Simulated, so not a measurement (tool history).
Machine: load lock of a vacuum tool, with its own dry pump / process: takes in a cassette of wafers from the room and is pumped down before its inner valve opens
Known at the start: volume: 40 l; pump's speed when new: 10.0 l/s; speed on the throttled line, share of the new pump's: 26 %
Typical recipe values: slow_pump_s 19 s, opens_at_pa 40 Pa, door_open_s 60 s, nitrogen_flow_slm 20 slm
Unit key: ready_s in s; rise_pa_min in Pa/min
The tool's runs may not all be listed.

run     day  slow_pump_s  opens_at_pa  door_open_s  nitrogen_flow_slm  incoming humidity of the room's air, %  ready_s  rise_pa_min
  1   0.000           19           40           60                 20                                    43.7     47.2        0.029
  2   4.317           19           40           60                  6                                    45.1     47.7        0.047
  3   6.242           19           40           60                  6                                    45.5     47.4        0.046
  4  10.050           19           40           60                  6                                    42.1     48.0        0.047
  5  13.800           28           40           60                  6                                    46.0     54.0        0.050
  6  15.958           28           40           60                  6                                    45.5     53.6        0.048
  7  19.204           28           40           60                  6                                    44.9     54.4        0.048
  8  23.138           12           40           32                 20                                    42.9     43.2        0.031
  9  27.446           12           40           32                 25                                    46.9     42.4        0.028
 10  29.783           12           40           32                 19                                    44.6     42.2        0.023
 11  31.708           10           45          206                 19                                    45.4     41.0        0.050
 12  34.358           12           45          196                 12                                    47.5     41.8        0.063
 13  38.408           16           69           64                 18                                    47.3     42.7        0.035

Branching from run 13: 3 alternative next runs. What would each branch give?
  A  42.121           16           78           90                 18                                    44.7        ?            ?
  B  42.121           16           53           60                  9                                    46.5        ?            ?
  C  42.121           16           69           64                  4                                    43.3        ?            ?

run  ready_s  rise_pa_min
  A     42.5        0.045
  B     44.3        0.048
  C     42.9        0.054
With no hidden state in the tool, these same runs would have given:
run  ready_s  rise_pa_min
  A     40.4        0.029
  B     42.0        0.032
  C     40.6        0.038

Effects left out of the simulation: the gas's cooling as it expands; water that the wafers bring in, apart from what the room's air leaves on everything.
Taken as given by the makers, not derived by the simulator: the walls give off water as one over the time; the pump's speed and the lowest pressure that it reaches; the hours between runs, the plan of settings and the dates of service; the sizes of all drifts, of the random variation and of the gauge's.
